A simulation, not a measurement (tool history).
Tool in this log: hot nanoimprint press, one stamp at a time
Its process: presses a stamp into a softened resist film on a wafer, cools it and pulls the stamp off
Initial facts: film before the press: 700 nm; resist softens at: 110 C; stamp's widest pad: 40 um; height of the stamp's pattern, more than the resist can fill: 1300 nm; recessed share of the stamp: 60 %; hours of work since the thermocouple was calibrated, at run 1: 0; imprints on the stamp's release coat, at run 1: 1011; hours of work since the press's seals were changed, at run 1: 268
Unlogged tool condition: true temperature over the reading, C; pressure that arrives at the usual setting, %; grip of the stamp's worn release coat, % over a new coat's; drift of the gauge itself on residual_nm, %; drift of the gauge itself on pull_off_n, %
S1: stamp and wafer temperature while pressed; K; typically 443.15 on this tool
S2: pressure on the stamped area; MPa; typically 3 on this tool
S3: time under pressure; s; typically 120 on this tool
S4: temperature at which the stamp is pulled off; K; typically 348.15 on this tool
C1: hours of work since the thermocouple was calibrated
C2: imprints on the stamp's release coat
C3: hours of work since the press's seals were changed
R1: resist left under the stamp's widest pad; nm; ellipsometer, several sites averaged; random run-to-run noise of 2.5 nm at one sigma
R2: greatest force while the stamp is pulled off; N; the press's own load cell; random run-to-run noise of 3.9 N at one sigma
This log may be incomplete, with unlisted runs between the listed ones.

| run | hour | S1 | S2 | S3 | S4 | C1 | C2 | C3 | R1 | R2 |
|---|---|---|---|---|---|---|---|---|---|---|
| 1 | 0 | 443.15 | 3 | 120 | 348.15 | 0 | 1011 | 268 | 407.5 | 251 |
|  | 39.1 | stamp cleaned and given a new release coat |
| 2 | 53.1 | 443.15 | 3 | 120 | 335.15 | 23 | 39 | 290 | 408.8 | 264 |
| 3 | 81.8 | 443.15 | 3 | 120 | 335.15 | 36 | 119 | 304 | 410.2 | 251 |
| 4 | 152.2 | 443.15 | 3 | 120 | 348.15 | 70 | 315 | 338 | 417.4 | 212 |
| 5 | 201.1 | 443.15 | 3 | 120 | 348.15 | 93 | 452 | 361 | 415.3 | 214 |
| 6 | 238.4 | 443.15 | 3 | 120 | 348.15 | 111 | 556 | 379 | 414.6 | 217 |
| 7 | 298.8 | 443.15 | 3 | 120 | 348.15 | 140 | 724 | 408 | 420.9 | 231 |
| 8 | 341.6 | 443.15 | 3.7 | 120 | 348.15 | 161 | 843 | 429 | 379.5 | 232 |
| 9 | 412.6 | 443.15 | 3.7 | 120 | 348.15 | 195 | 1042 | 463 | 385.5 | 252 |
|  | 439.8 | stamp cleaned and given a new release coat |
| 10 | 454.5 | 443.15 | 3.7 | 120 | 348.15 | 212 | 41 | 480 | 387.7 | 188 |
| 11 | 505.6 | 443.15 | 3.7 | 120 | 348.15 | 236 | 183 | 504 | 388.4 | 204 |
| 12 | 576.4 | 443.15 | 2.75 | 120 | 348.15 | 270 | 380 | 538 | 447.5 | 213 |
| 13 | 614 | 443.15 | 2.75 | 120 | 348.15 | 288 | 485 | 556 | 452.8 | 211 |
| 14 | 668.3 | 443.15 | 2.75 | 120 | 348.15 | 314 | 637 | 582 | 453.2 | 227 |
| 15 | 708.2 | 448.15 | 2.75 | 120 | 348.15 | 333 | 748 | 601 | 372.7 | 239 |
| 16 | 746.8 | 448.15 | 2.75 | 120 | 348.15 | 352 | 856 | 620 | 374.3 | 249 |
|  | 799.7 | press's hydraulic seals changed and the load cell set to zero |
| 17 | 810.6 | 448.15 | 2.75 | 120 | 356.15 | 378 | 1011 | 5 | 367.1 | 210 |
|  | 848.8 | stamp cleaned and given a new release coat |
| 18 | 878.1 | 443.15 | 1.9 | 120 | 348.15 | 408 | 82 | 35 | 527.3 | 202 |
| 19 | 936.7 | 446.15 | 1.9 | 120 | 353.15 | 436 | 245 | 63 | 478.8 | 183 |
| 20 | 989.7 | 443.15 | 3.96 | 120 | 348.15 | 461 | 393 | 88 | 387.6 | 211 |
| 21 | 1048.9 | 443.15 | 3.96 | 120 | 348.15 | 490 | 558 | 116 | 387.4 | 230 |
| 22 | 1081.6 | 443.15 | 3.96 | 120 | 353.15 | 505 | 649 | 132 | 388.5 | 208 |
|  | 1112.3 | plate thermocouple calibrated |
| 23 | 1137.4 | 443.15 | 3.96 | 109 | 353.15 | 12 | 796 | 157 | 366.3 | 208 |
| 24 | 1186.7 | 438.15 | 3.96 | 114 | 353.15 | 36 | 934 | 181 | 443.9 | 208 |
|  | 1252.4 | stamp cleaned and given a new release coat |
| 25 | 1256.1 | 438.15 | 3.96 | 66 | 353.15 | 66 | 10 | 211 | 513.4 | 165 |
| 26 | 1292 | 436.15 | 3.96 | 86 | 353.15 | 83 | 111 | 228 | 522.8 | 175 |
| 27 | 1355.2 | 440.15 | 3 | 120 | 348.15 | 113 | 287 | 259 | 469.4 | 209 |
| 28 | 1403.7 | 440.15 | 3 | 120 | 348.15 | 137 | 422 | 282 | 470.1 | 216 |
| 29 | 1435.4 | 432.15 | 3 | 120 | 337.15 | 152 | 510 | 297 | 600.5 | 282 |

What if the next run were any one of these 4? Each begins from the tool's condition after run 29:
| A | 1475 | 448.15 | 3 | 223 | 347.15 | 171 | 621 | 316 | ? | ? |
| B | 1475 | 433.15 | 2.46 | 120 | 337.15 | 171 | 621 | 316 | ? | ? |
| C | 1475 | 447.15 | 3 | 120 | 348.15 | 171 | 621 | 316 | ? | ? |
| D | 1475 | 443.15 | 3.03 | 205 | 348.15 | 171 | 621 | 316 | ? | ? |

| run | R1 | R2 |
|---|---|---|
| A | 276.5 | 229 |
| B | 615.8 | 284 |
| C | 357.5 | 218 |
| D | 361.4 | 226 |
Take away the tool's hidden state, keep each run's random variation, and the runs would have read:
| run | R1 | R2 |
|---|---|---|
| A | 261.6 | 188 |
| B | 602.2 | 235 |
| C | 339.6 | 179 |
| D | 342.5 | 186 |

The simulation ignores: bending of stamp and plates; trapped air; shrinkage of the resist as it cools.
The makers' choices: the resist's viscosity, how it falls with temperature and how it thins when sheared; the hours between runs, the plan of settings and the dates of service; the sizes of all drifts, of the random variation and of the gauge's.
